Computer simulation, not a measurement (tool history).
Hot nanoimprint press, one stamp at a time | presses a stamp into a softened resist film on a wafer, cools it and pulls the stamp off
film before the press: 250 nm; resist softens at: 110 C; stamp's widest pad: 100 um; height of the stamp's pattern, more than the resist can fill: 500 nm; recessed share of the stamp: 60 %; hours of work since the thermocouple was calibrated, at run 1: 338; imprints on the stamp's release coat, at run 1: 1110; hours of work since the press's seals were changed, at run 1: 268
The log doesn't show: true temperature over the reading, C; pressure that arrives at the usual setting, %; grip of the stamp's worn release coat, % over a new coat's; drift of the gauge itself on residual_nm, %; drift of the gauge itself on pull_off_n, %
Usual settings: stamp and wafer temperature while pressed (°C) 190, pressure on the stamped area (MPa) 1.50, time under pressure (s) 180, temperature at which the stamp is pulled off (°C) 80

run     day  stamp and wafer temperature while pressed (°C)  pressure on the stamped area (MPa)  time under pressure (s)  temperature at which the stamp is pulled off (°C)  hours of work since the thermocouple was calibrated  imprints on the stamp's release coat  hours of work since the press's seals were changed  resist left under the stamp's widest pad (angstrom)  greatest force while the stamp is pulled off (N)
  1   0.000                                             190                                1.50                      180                                                 80                                                  338                                  1110                                                 268                                                 1292                                               262
  2   2.938                                             190                                1.50                      180                                                 80                                                  387                                  1462                                                 317                                                 1290                                               274
  3   5.592                                             190                                1.50                      148                                                 80                                                  431                                  1781                                                 362                                                 1411                                               285
      6.088  -- stamp cleaned and given a new release coat
  4   8.708                                             190                                1.50                      180                                                 80                                                  479                                   315                                                 410                                                 1334                                               240
  5  10.300                                             190                                1.50                      180                                                 80                                                  506                                   506                                                 436                                                 1351                                               240
  6  11.683                                             189                                1.50                      180                                                 80                                                  529                                   672                                                 460                                                 1422                                               246
  7  13.183                                             189                                1.50                      180                                                 80                                                  554                                   852                                                 485                                                 1413                                               257
     13.921  -- plate thermocouple calibrated
  8  14.633                                             189                                1.50                      180                                                 80                                                   12                                  1011                                                 507                                                 1309                                               256
  9  17.371                                             189                                1.50                      180                                                 80                                                   58                                  1339                                                 553                                                 1313                                               264
 10  20.042                                             190                                1.62                      180                                                 80                                                  102                                  1660                                                 597                                                 1218                                               274
     21.533  -- stamp cleaned and given a new release coat
     23.504  -- press's hydraulic seals changed and the load cell set to zero
 11  23.696                                             190                                1.62                      180                                                 80                                                  154                                   219                                                   3                                                 1236                                               228
 12  25.467                                             190                                1.24                      180                                                 80                                                  184                                   432                                                  33                                                 1356                                               250
 13  27.117                                             196                                1.50                      180                                                 80                                                  211                                   630                                                  61                                                  957                                               235
 14  28.554                                             196                                1.50                      180                                                 80                                                  235                                   802                                                  85                                                  970                                               254
 15  29.854                                             196                                1.50                      180                                                 80                                                  257                                   958                                                 106                                                  986                                               256
 16  32.275                                             184                                1.09                       93                                                 77                                                  297                                  1249                                                 147                                                 2068                                               279
 17  34.862                                             183                                1.09                      281                                                 77                                                  341                                  1559                                                 190                                                 1719                                               285
     37.038  -- stamp cleaned and given a new release coat
 18  37.662                                             190                                1.50                      318                                                 80                                                  384                                    74                                                 233                                                 1067                                               224
 19  39.858                                             178                                0.92                      182                                                 83                                                  420                                   338                                                 270                                                 2208                                               228
 20  42.021                                             178                                0.92                      182                                                 83                                                  456                                   597                                                 306                                                 2240                                               232
 21  44.558                                             190                                1.50                      180                                                 83                                                  499                                   902                                                 348                                                 1359                                               246
 22  46.117                                             190                                1.50                      180                                                 83                                                  525                                  1089                                                 374                                                 1355                                               246
 23  47.775                                             190                                1.50                      180                                                 83                                                  553                                  1288                                                 402                                                 1353                                               257
     48.733  -- plate thermocouple calibrated
 24  50.821                                             178                                1.10                      180                                                 73                                                   35                                  1639                                                 451                                                 2072                                               313
     52.388  -- stamp cleaned and given a new release coat
 25  53.854                                             181                                2.18                      180                                                 80                                                   82                                   176                                                 498                                                 1625                                               214
 26  56.500                                             190                                1.50                      196                                                 67                                                  126                                   494                                                 542                                                 1225                                               317
 27  59.238                                             190                                0.95                      285                                                 80                                                  172                                   822                                                 588                                                 1291                                               260
 28  61.879                                             190                                0.95                      350                                                 80                                                  216                                  1140                                                 632                                                 1229                                               261
     63.038  -- press's hydraulic seals changed and the load cell set to zero
 29  63.938                                             182                                0.95                      350                                                 70                                                  245                                  1347                                                  15                                                 1747                                               325

Hidden state at the last listed run before each entry between runs and at the first one after, where it differs:
Between runs 3 and 4: stamp cleaned and given a new release coat (day 6.088)
  true temperature over the reading, C: -1.58 -> -1.8; pressure that arrives at the usual setting, %: 99.08 -> 98.94; grip of the stamp's worn release coat, % over a new coat's: 25.8 -> 4.4
  measured less the result without the state, resist left under the stamp's widest pad (angstrom): +100 -> +111; greatest force while the stamp is pulled off (N): +66 -> +20
Between runs 7 and 8: plate thermocouple calibrated (day 13.921)
  true temperature over the reading, C: -2.13 -> -0.07; pressure that arrives at the usual setting, %: 98.73 -> 98.66; grip of the stamp's worn release coat, % over a new coat's: 12.1 -> 14.4
  measured less the result without the state, resist left under the stamp's widest pad (angstrom): +135 -> +11; greatest force while the stamp is pulled off (N): +38 -> +32
Between runs 10 and 11: stamp cleaned and given a new release coat (day 21.533); press's hydraulic seals changed and the load cell set to zero (day 23.504)
  true temperature over the reading, C: -0.45 -> -0.67; pressure that arrives at the usual setting, %: 98.41 -> 100.25; grip of the stamp's worn release coat, % over a new coat's: 24 -> 3.1
  measured less the result without the state, resist left under the stamp's widest pad (angstrom): +35 -> +38; greatest force while the stamp is pulled off (N): +55 -> +10
Between runs 17 and 18: stamp cleaned and given a new release coat (day 37.038)
  true temperature over the reading, C: -1.46 -> -1.65; pressure that arrives at the usual setting, %: 99.72 -> 99.59; grip of the stamp's worn release coat, % over a new coat's: 22.5 -> 1
  measured less the result without the state, resist left under the stamp's widest pad (angstrom): +94 -> +89; greatest force while the stamp is pulled off (N): +59 -> +10
Between runs 23 and 24: plate thermocouple calibrated (day 48.733)
  true temperature over the reading, C: -2.34 -> -0.23; pressure that arrives at the usual setting, %: 99.11 -> 98.98; grip of the stamp's worn release coat, % over a new coat's: 18.5 -> 23.7
  measured less the result without the state, resist left under the stamp's widest pad (angstrom): +142 -> +13; greatest force while the stamp is pulled off (N): +52 -> +61
Between runs 24 and 25: stamp cleaned and given a new release coat (day 52.388)
  true temperature over the reading, C: -0.23 -> -0.45; pressure that arrives at the usual setting, %: 98.98 -> 98.85; grip of the stamp's worn release coat, % over a new coat's: 23.7 -> 2.5
  measured less the result without the state, resist left under the stamp's widest pad (angstrom): +13 -> +38; greatest force while the stamp is pulled off (N): +61 -> +8
Between runs 28 and 29: press's hydraulic seals changed and the load cell set to zero (day 63.038)
  true temperature over the reading, C: -1.03 -> -1.15; pressure that arrives at the usual setting, %: 98.46 -> 99.79; grip of the stamp's worn release coat, % over a new coat's: 16.3 -> 19.4
  measured less the result without the state, resist left under the stamp's widest pad (angstrom): +64 -> +75; greatest force while the stamp is pulled off (N): +42 -> +59
